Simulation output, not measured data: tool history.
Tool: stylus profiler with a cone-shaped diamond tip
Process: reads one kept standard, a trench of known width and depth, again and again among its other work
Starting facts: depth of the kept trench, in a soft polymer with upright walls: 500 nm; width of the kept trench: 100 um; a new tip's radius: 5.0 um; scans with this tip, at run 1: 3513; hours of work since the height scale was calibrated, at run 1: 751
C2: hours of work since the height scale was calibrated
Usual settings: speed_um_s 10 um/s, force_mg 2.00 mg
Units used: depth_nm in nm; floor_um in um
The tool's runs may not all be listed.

run 1 hour=0.0 | speed_um_s=10 force_mg=2.00 | scans_with_this_tip=3513 C2=751 | depth_nm=502.97 floor_um=95.59
run 2 hour=96.8 | speed_um_s=10 force_mg=2.00 | scans_with_this_tip=3696 C2=790 | depth_nm=503.15 floor_um=95.62
run 3 hour=157.5 | speed_um_s=10 force_mg=2.03 | scans_with_this_tip=3810 C2=815 | depth_nm=503.17 floor_um=95.56
run 4 hour=243.6 | speed_um_s=10 force_mg=2.00 | scans_with_this_tip=3972 C2=850 | depth_nm=503.19 floor_um=95.60
run 5 hour=350.8 | speed_um_s=10 force_mg=2.00 | scans_with_this_tip=4175 C2=893 | depth_nm=502.95 floor_um=95.63
run 6 hour=439.4 | speed_um_s=10 force_mg=1.30 | scans_with_this_tip=4342 C2=929 | depth_nm=502.22 floor_um=95.57
run 7 hour=547.4 | speed_um_s=5 force_mg=1.30 | scans_with_this_tip=4546 C2=972 | depth_nm=502.29 floor_um=95.67
run 8 hour=636.9 | speed_um_s=5 force_mg=1.30 | scans_with_this_tip=4715 C2=1008 | depth_nm=502.11 floor_um=95.60
run 9 hour=750.8 | speed_um_s=5 force_mg=1.30 | scans_with_this_tip=4929 C2=1054 | depth_nm=502.19 floor_um=95.56
run 10 hour=848.3 | speed_um_s=5 force_mg=1.30 | scans_with_this_tip=5113 C2=1093 | depth_nm=502.26 floor_um=95.58
run 11 hour=907.5 | speed_um_s=5 force_mg=1.30 | scans_with_this_tip=5225 C2=1117 | depth_nm=502.23 floor_um=95.61
run 12 hour=1044.8 | speed_um_s=10 force_mg=2.00 | scans_with_this_tip=5484 C2=1173 | depth_nm=503.29 floor_um=95.62
run 13 hour=1177.1 | speed_um_s=10 force_mg=2.00 | scans_with_this_tip=5734 C2=1226 | depth_nm=503.08 floor_um=95.60
run 14 hour=1279.8 | speed_um_s=10 force_mg=2.00 | scans_with_this_tip=5927 C2=1268 | depth_nm=503.11 floor_um=95.54
run 15 hour=1358.1 | speed_um_s=10 force_mg=2.00 | scans_with_this_tip=6075 C2=1299 | depth_nm=503.25 floor_um=95.64
run 16 hour=1500.8 | speed_um_s=10 force_mg=2.00 | scans_with_this_tip=6344 C2=1357 | depth_nm=503.09 floor_um=95.55
run 17 hour=1567.0 | speed_um_s=10 force_mg=2.00 | scans_with_this_tip=6469 C2=1383 | depth_nm=503.11 floor_um=95.55
run 18 hour=1653.0 | speed_um_s=23 force_mg=2.00 | scans_with_this_tip=6632 C2=1418 | depth_nm=503.22 floor_um=95.56
run 19 hour=1782.8 | speed_um_s=10 force_mg=2.00 | scans_with_this_tip=6876 C2=1471 | depth_nm=503.26 floor_um=95.58
-- hour=1802.8 height scale calibrated on a step standard
run 20 hour=1919.6 | speed_um_s=10 force_mg=2.00 | scans_with_this_tip=7133 C2=47 | depth_nm=503.07 floor_um=95.58
run 21 hour=1992.6 | speed_um_s=10 force_mg=5.69 | scans_with_this_tip=7271 C2=77 | depth_nm=506.20 floor_um=95.58
run 22 hour=2086.8 | speed_um_s=10 force_mg=5.69 | scans_with_this_tip=7449 C2=115 | depth_nm=506.29 floor_um=95.58
run 23 hour=2168.8 | speed_um_s=10 force_mg=2.67 | scans_with_this_tip=7604 C2=148 | depth_nm=503.71 floor_um=95.63
run 24 hour=2289.0 | speed_um_s=10 force_mg=2.67 | scans_with_this_tip=7830 C2=196 | depth_nm=503.81 floor_um=95.52
run 25 hour=2394.6 | speed_um_s=10 force_mg=2.67 | scans_with_this_tip=8029 C2=239 | depth_nm=503.65 floor_um=95.61
run 26 hour=2482.1 | speed_um_s=10 force_mg=2.67 | scans_with_this_tip=8195 C2=274 | depth_nm=503.63 floor_um=95.57
run 27 hour=2584.5 | speed_um_s=10 force_mg=2.67 | scans_with_this_tip=8388 C2=315 | depth_nm=503.73 floor_um=95.55
run 28 hour=2650.2 | speed_um_s=4 force_mg=0.96 | scans_with_this_tip=8512 C2=342 | depth_nm=502.06 floor_um=95.67
run 29 hour=2762.7 | speed_um_s=4 force_mg=0.96 | scans_with_this_tip=8724 C2=387 | depth_nm=501.88 floor_um=95.58
run 30 hour=2880.1 | speed_um_s=9 force_mg=4.54 | scans_with_this_tip=8946 C2=435 | depth_nm=505.34 floor_um=95.61
run 31 hour=2975.0 | speed_um_s=9 force_mg=4.54 | scans_with_this_tip=9124 C2=473 | depth_nm=505.47 floor_um=95.58
run 32 hour=3096.4 | speed_um_s=6 force_mg=0.72 | scans_with_this_tip=9354 C2=522 | depth_nm=501.58 floor_um=95.59
run 33 hour=3157.5 | speed_um_s=2 force_mg=4.22 | scans_with_this_tip=9469 C2=546 | depth_nm=505.02 floor_um=95.62
run 34 hour=3238.1 | speed_um_s=15 force_mg=0.96 | scans_with_this_tip=9621 C2=579 | depth_nm=501.92 floor_um=95.53
run 35 hour=3378.0 | speed_um_s=22 force_mg=1.02 | scans_with_this_tip=9885 C2=635 | depth_nm=502.02 floor_um=95.49
run 36 hour=3437.4 | speed_um_s=22 force_mg=1.02 | scans_with_this_tip=9997 C2=659 | depth_nm=501.77 floor_um=95.50
run 37 hour=3509.4 | speed_um_s=22 force_mg=1.02 | scans_with_this_tip=10133 C2=688 | depth_nm=501.83 floor_um=95.52
-- hour=3528.8 new tip fitted, height scale calibrated
run 38 hour=3633.5 | speed_um_s=22 force_mg=1.02 | scans_with_this_tip=198 C2=42 | depth_nm=501.91 floor_um=95.58
run 39 hour=3730.3 | speed_um_s=22 force_mg=1.02 | scans_with_this_tip=381 C2=81 | depth_nm=501.97 floor_um=95.61
run 40 hour=3799.3 | speed_um_s=22 force_mg=1.02 | scans_with_this_tip=511 C2=109 | depth_nm=501.84 floor_um=95.60
run 41 hour=3873.7 | speed_um_s=3 force_mg=1.59 | scans_with_this_tip=651 C2=139 | depth_nm=502.24 floor_um=95.62
run 42 hour=4003.7 | speed_um_s=3 force_mg=1.59 | scans_with_this_tip=896 C2=192 | depth_nm=502.62 floor_um=95.63
run 43 hour=4099.2 | speed_um_s=4 force_mg=1.69 | scans_with_this_tip=1077 C2=230 | depth_nm=502.70 floor_um=95.59
run 44 hour=4173.0 | speed_um_s=12 force_mg=1.71 | scans_with_this_tip=1216 C2=260 | depth_nm=502.56 floor_um=95.62
run 45 hour=4276.8 | speed_um_s=6 force_mg=0.82 | scans_with_this_tip=1412 C2=302 | depth_nm=501.87 floor_um=95.60
run 46 hour=4417.6 | speed_um_s=11 force_mg=0.76 | scans_with_this_tip=1677 C2=359 | depth_nm=501.59 floor_um=95.59

3 options for the next run, each taken on its own from the tool as it stands now. Forecast them:
run A hour=4488.9 | speed_um_s=37 force_mg=3.57 | scans_with_this_tip=1812 C2=387 | depth_nm=? floor_um=?
run B hour=4488.9 | speed_um_s=10 force_mg=1.43 | scans_with_this_tip=1812 C2=387 | depth_nm=? floor_um=?
run C hour=4488.9 | speed_um_s=6 force_mg=0.71 | scans_with_this_tip=1812 C2=387 | depth_nm=? floor_um=?

run=A depth_nm=504.64 floor_um=95.61
run=B depth_nm=502.43 floor_um=95.61
run=C depth_nm=501.53 floor_um=95.60
Without the tool's hidden state the same runs would have given:
run=A depth_nm=504.65 floor_um=95.62
run=B depth_nm=502.44 floor_um=95.62
run=C depth_nm=501.54 floor_um=95.61

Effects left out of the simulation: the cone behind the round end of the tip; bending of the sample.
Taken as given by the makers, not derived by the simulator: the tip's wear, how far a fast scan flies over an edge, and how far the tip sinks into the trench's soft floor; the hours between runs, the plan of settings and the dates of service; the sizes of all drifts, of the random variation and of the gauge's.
